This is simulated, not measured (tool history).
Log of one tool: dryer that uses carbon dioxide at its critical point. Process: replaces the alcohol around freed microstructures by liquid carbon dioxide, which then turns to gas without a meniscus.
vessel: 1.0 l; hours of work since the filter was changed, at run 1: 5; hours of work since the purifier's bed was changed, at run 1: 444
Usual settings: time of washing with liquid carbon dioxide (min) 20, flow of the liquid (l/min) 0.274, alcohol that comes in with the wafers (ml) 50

| run | hour | time of washing with liquid carbon dioxide (min) | flow of the liquid (l/min) | alcohol that comes in with the wafers (ml) | hours of work since the filter was changed | hours of work since the purifier's bed was changed | alcohol left in the vessel before it's heated (ppm by volume) |
|---|---|---|---|---|---|---|---|
| 1 | 0 | 20 | 0.274 | 50 | 5 | 444 | 431 |
| 2 | 25.3 | 20 | 0.274 | 50 | 21 | 461 | 429 |
| 3 | 63.2 | 20 | 0.274 | 50 | 47 | 486 | 453 |
| 4 | 90.6 | 20 | 0.274 | 50 | 65 | 505 | 448 |
| 5 | 123.5 | 20 | 0.323 | 50 | 87 | 527 | 245 |
| 6 | 160.5 | 20 | 0.323 | 50 | 112 | 551 | 252 |
| 7 | 199.2 | 28 | 0.274 | 50 | 138 | 577 | 147 |
| 8 | 219 | 28 | 0.274 | 50 | 151 | 590 | 146 |
| 9 | 261.2 | 28 | 0.274 | 50 | 179 | 619 | 153 |
| 10 | 302.4 | 28 | 0.274 | 50 | 206 | 646 | 166 |
| 11 | 341.8 | 29 | 0.274 | 55 | 233 | 673 | 158 |
| 12 | 361.2 | 24 | 0.458 | 63 | 246 | 685 | 105 |
| 13 | 402.3 | 16 | 0.268 | 63 | 273 | 713 | 1758 |
| 14 | 438.6 | 31 | 0.202 | 90 | 297 | 737 | 537 |
|  | 473.8 | purifier's bed changed |
| 15 | 478.3 | 27 | 0.326 | 20 | 322 | 3 | 14 |
| 16 | 511.7 | 26 | 0.415 | 66 | 344 | 25 | 14 |
| 17 | 547 | 26 | 0.38 | 66 | 368 | 49 | 34 |
| 18 | 578.5 | 20 | 0.274 | 27 | 389 | 70 | 312 |
| 19 | 605.1 | 20 | 0.274 | 27 | 407 | 88 | 316 |
| 20 | 641.2 | 20 | 0.274 | 27 | 431 | 112 | 326 |

Forecast each of these 4 alternatives for the next run:
| A | 675.3 | 23 | 0.208 | 73 | 454 | 135 | ? |
| B | 675.3 | 25 | 0.274 | 27 | 454 | 135 | ? |
| C | 675.3 | 32 | 0.411 | 117 | 454 | 135 | ? |
| D | 675.3 | 19 | 0.274 | 50 | 454 | 135 | ? |

| run | alcohol left in the vessel before it's heated (ppm by volume) |
|---|---|
| A | 1455 |
| B | 123 |
| C | 34 |
| D | 752 |
Without the tool's hidden state the same runs would have given:
| run | alcohol left in the vessel before it's heated (ppm by volume) |
|---|---|
| A | 932 |
| B | 57 |
| C | 13 |
| D | 463 |
